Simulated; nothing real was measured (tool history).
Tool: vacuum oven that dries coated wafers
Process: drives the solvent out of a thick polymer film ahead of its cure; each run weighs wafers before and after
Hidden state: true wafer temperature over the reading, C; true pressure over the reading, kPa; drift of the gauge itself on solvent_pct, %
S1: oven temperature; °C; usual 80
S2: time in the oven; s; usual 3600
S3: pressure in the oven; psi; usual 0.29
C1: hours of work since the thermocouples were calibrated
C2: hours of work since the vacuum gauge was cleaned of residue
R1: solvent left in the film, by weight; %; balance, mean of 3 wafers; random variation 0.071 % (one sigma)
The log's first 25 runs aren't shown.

| run | hour | S1 | S2 | S3 | C1 | C2 | R1 |
|---|---|---|---|---|---|---|---|
|  | 1353.1 | vacuum gauge cleaned of residue and calibrated |
| 26 | 1415.1 | 86 | 3900 | 0.154 | 1286 | 46 | 3.36 |
| 27 | 1492 | 86 | 3900 | 0.154 | 1344 | 104 | 3.46 |
| 28 | 1536.2 | 78 | 3300 | 0.183 | 1377 | 137 | 7.73 |
|  | 1559.7 | oven's thermocouples calibrated |
| 29 | 1615.6 | 91 | 3300 | 0.561 | 42 | 195 | 2.49 |
| 30 | 1652.2 | 75 | 1800 | 0.3 | 69 | 223 | 11.69 |
| 31 | 1728.4 | 75 | 1800 | 0.3 | 126 | 280 | 11.87 |
| 32 | 1760.9 | 73 | 3600 | 0.29 | 151 | 304 | 8.38 |
|  | 1799.4 | vacuum gauge cleaned of residue and calibrated, once more |
| 33 | 1802.7 | 73 | 2940 | 0.29 | 181 | 2 | 9.26 |
| 34 | 1854 | 73 | 2880 | 0.29 | 219 | 41 | 9.9 |
| 35 | 1894.3 | 94 | 3600 | 0.29 | 250 | 71 | 1.29 |

Forecast each of these 5 alternatives for the next run:
| A | 1954 | 92 | 2400 | 0.207 | 294 | 116 | ? |
| B | 1954 | 77 | 5880 | 0.209 | 294 | 116 | ? |
| C | 1954 | 74 | 3060 | 0.29 | 294 | 116 | ? |
| D | 1954 | 94 | 3000 | 0.29 | 294 | 116 | ? |
| E | 1954 | 80 | 3600 | 0.236 | 294 | 116 | ? |

| run | R1 |
|---|---|
| A | 3.25 |
| B | 3.44 |
| C | 8.82 |
| D | 1.86 |
| E | 5.22 |
Without the tool's hidden state the same runs would have given:
| run | R1 |
|---|---|
| A | 3.03 |
| B | 3.2 |
| C | 8.5 |
| D | 1.71 |
| E | 4.93 |
